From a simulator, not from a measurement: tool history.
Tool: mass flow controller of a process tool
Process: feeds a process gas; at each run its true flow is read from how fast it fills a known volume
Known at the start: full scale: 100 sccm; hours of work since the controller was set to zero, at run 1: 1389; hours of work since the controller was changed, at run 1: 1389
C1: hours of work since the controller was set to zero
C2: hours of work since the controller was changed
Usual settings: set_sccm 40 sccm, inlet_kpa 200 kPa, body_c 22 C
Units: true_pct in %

run 1 hour=0.0 | set_sccm=40 inlet_kpa=200 body_c=22 | C1=1389 C2=1389 | true_pct=97.99
run 2 hour=241.4 | set_sccm=40 inlet_kpa=200 body_c=22 | C1=1526 C2=1526 | true_pct=97.63
run 3 hour=482.6 | set_sccm=40 inlet_kpa=200 body_c=22 | C1=1662 C2=1662 | true_pct=97.67
run 4 hour=678.8 | set_sccm=40 inlet_kpa=200 body_c=22 | C1=1773 C2=1773 | true_pct=97.55
run 5 hour=1074.1 | set_sccm=40 inlet_kpa=200 body_c=22 | C1=1997 C2=1997 | true_pct=97.42
run 6 hour=1253.9 | set_sccm=40 inlet_kpa=200 body_c=20 | C1=2099 C2=2099 | true_pct=97.43
run 7 hour=1601.2 | set_sccm=40 inlet_kpa=200 body_c=20 | C1=2296 C2=2296 | true_pct=97.18
run 8 hour=1848.8 | set_sccm=40 inlet_kpa=200 body_c=22 | C1=2436 C2=2436 | true_pct=96.74
run 9 hour=2061.7 | set_sccm=40 inlet_kpa=200 body_c=22 | C1=2556 C2=2556 | true_pct=96.70
run 10 hour=2429.1 | set_sccm=40 inlet_kpa=200 body_c=22 | C1=2764 C2=2764 | true_pct=96.50
run 11 hour=2799.6 | set_sccm=40 inlet_kpa=200 body_c=22 | C1=2974 C2=2974 | true_pct=96.25
run 12 hour=3032.8 | set_sccm=40 inlet_kpa=171 body_c=22 | C1=3106 C2=3106 | true_pct=96.16
run 13 hour=3215.8 | set_sccm=27 inlet_kpa=165 body_c=21 | C1=3210 C2=3210 | true_pct=94.88
run 14 hour=3582.4 | set_sccm=27 inlet_kpa=165 body_c=21 | C1=3418 C2=3418 | true_pct=94.53
run 15 hour=3965.3 | set_sccm=27 inlet_kpa=165 body_c=21 | C1=3634 C2=3634 | true_pct=94.35
run 16 hour=4334.3 | set_sccm=27 inlet_kpa=165 body_c=21 | C1=3843 C2=3843 | true_pct=94.09
run 17 hour=4536.4 | set_sccm=25 inlet_kpa=200 body_c=22 | C1=3958 C2=3958 | true_pct=93.30
run 18 hour=4781.1 | set_sccm=25 inlet_kpa=200 body_c=22 | C1=4096 C2=4096 | true_pct=93.26
run 19 hour=5100.3 | set_sccm=40 inlet_kpa=208 body_c=22 | C1=4277 C2=4277 | true_pct=95.03
run 20 hour=5359.1 | set_sccm=61 inlet_kpa=274 body_c=26 | C1=4424 C2=4424 | true_pct=95.94
-- hour=5462.0 controller's zero set anew
run 21 hour=5694.6 | set_sccm=26 inlet_kpa=146 body_c=22 | C1=132 C2=4613 | true_pct=97.57
run 22 hour=6034.9 | set_sccm=40 inlet_kpa=146 body_c=25 | C1=324 C2=4806 | true_pct=97.39
run 23 hour=6400.4 | set_sccm=73 inlet_kpa=191 body_c=25 | C1=531 C2=5013 | true_pct=97.95
run 24 hour=6792.2 | set_sccm=40 inlet_kpa=200 body_c=24 | C1=753 C2=5235 | true_pct=97.00

Forecast each of these 4 alternatives for the next run:
run A hour=7140.1 | set_sccm=14 inlet_kpa=142 body_c=24 | C1=950 C2=5432 | true_pct=?
run B hour=7140.1 | set_sccm=11 inlet_kpa=202 body_c=26 | C1=950 C2=5432 | true_pct=?
run C hour=7140.1 | set_sccm=40 inlet_kpa=200 body_c=34 | C1=950 C2=5432 | true_pct=?
run D hour=7140.1 | set_sccm=35 inlet_kpa=200 body_c=38 | C1=950 C2=5432 | true_pct=?

run=A true_pct=95.04
run=B true_pct=94.15
run=C true_pct=95.74
run=D true_pct=95.15
Without the tool's hidden state the same runs would have given:
run=A true_pct=98.48
run=B true_pct=98.19
run=C true_pct=97.73
run=D true_pct=97.25

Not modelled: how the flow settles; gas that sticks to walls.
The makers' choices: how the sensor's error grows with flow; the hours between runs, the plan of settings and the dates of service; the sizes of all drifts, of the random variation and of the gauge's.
